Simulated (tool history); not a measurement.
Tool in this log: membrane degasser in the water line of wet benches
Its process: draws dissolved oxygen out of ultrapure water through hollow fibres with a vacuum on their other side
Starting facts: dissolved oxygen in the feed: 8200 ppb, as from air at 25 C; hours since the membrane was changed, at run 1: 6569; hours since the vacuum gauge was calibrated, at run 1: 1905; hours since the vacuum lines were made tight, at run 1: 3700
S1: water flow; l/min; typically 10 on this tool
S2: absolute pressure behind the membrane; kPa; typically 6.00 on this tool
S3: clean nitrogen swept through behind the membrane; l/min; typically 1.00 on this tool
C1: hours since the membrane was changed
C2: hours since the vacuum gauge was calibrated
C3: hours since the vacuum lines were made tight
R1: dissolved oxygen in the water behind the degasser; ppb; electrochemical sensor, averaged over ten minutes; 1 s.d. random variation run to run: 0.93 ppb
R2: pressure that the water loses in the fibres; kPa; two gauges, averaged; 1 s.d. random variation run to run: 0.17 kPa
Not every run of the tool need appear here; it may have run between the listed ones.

run     day  S1    S2    S3    C1    C2    C3     R1     R2
  1   0.000  10  6.00  1.00  6569  1905  3700  113.6  29.81
  2   6.112  10  6.00  1.00  6715  2052  3847  112.3  29.90
  3  13.096  12  6.00  1.00  6883  2220  4015  143.5  35.96
  4  16.533  12  6.00  1.00  6965  2302  4097  143.3  35.80
  5  23.946  12  6.00  2.28  7143  2480  4275   99.4  35.70
  6  28.579  12  6.00  2.28  7255  2591  4386   99.7  36.17
  7  33.533  12  6.00  2.28  7373  2710  4505  101.0  36.00
     33.883  -- vacuum gauge calibrated
  8  37.104   6  9.49  2.14  7459    77  4590   65.2  17.97
  9  41.183   6  6.32  0.42  7557   175  4688  142.0  18.06
 10  45.704   9  3.64  1.25  7665   284  4797   49.4  27.07
 11  49.933   8  6.47  1.26  7766   385  4898   87.1  24.54
 12  53.612   9  5.86  1.26  7855   473  4987   90.4  27.39
 13  60.488   9  5.86  1.26  8020   638  5152   91.5  27.34

What if the next run were any one of these 5? Each begins from the tool's condition after run 13:
     63.433  -- membrane cartridge changed
  A  68.758   6  10.72  0.98  128  833  5346   ?   ?
     63.433  -- membrane cartridge changed
  B  68.758  15  10.70  1.00  128  833  5346   ?   ?
     63.433  -- membrane cartridge changed
  C  68.758  13  13.33  0.59  128  833  5346   ?   ?
     63.433  -- membrane cartridge changed
  D  68.758   8   6.00  1.00  128  833  5346   ?   ?
     63.433  -- membrane cartridge changed
  E  68.758  11  11.83  1.97  128  833  5346   ?   ?

run     R1     R2
  A  145.2  16.59
  B  337.1  41.37
  C  548.4  35.37
  D   85.0  21.65
  E  164.3  29.81
With no hidden state in the tool, these same runs would have given:
run     R1     R2
  A  117.7  16.56
  B  305.9  41.30
  C  504.2  35.31
  D   66.8  21.61
  E  145.4  29.76
